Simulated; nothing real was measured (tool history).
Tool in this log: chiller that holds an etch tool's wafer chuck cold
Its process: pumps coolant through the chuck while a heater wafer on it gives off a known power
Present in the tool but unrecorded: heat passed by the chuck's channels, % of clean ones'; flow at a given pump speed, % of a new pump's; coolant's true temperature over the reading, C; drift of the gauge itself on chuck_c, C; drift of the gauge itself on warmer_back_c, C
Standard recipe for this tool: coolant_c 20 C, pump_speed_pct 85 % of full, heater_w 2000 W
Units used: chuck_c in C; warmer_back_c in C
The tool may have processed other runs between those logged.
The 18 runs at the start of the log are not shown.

run	day	coolant_c	pump_speed_pct	heater_w	hours since the coolant was changed and the channels were flushed	hours since the pump was overhauled	hours since the chiller's thermometer was calibrated	chuck_c	warmer_back_c
19	45.092	20	85	2000	4186	2987	2480	38.9	5.33
20	47.742	11	66	2008	4250	3050	2544	33.6	7.11
21	49.596	25	82	1708	4294	3095	2588	41.5	4.81
22	51.333	25	79	1708	4336	3137	2630	41.8	4.96
23	54.725	25	79	1708	4417	3218	2711	42.0	4.96
24	57.079	25	79	1316	4474	3275	2768	38.3	3.85
25	60.346	25	79	1316	4552	3353	2846	38.0	3.86
26	63.175	20	85	1009	4620	3421	2914	29.4	2.75
27	65.850	20	71	2000	4684	3485	2978	41.6	6.62
28	68.975	20	71	2000	4759	3560	3053	41.6	6.54
29	71.154	20	71	2000	4811	3612	3106	41.7	6.59
30	74.825	20	71	2000	4900	3700	3194	41.9	6.62
31	76.662	16	68	2000	4944	3745	3238	38.4	6.89
32	79.479	24	82	2000	5011	3812	3306	43.8	5.60

Below are 4 alternative next runs, each starting from the tool's condition after run 32. Predict each:
A	82.208	24	74	2000	5077	3878	3371	?	?
B	82.208	17	85	2000	5077	3878	3371	?	?
C	82.208	21	88	2000	5077	3878	3371	?	?
D	82.208	29	99	1260	5077	3878	3371	?	?

run	chuck_c	warmer_back_c
A	45.3	6.27
B	36.5	5.52
C	40.0	5.19
D	39.9	2.83
Without the tool's unlogged condition, the same runs would have read:
run	chuck_c	warmer_back_c
A	43.1	5.73
B	34.5	5.05
C	38.1	4.74
D	39.0	2.58
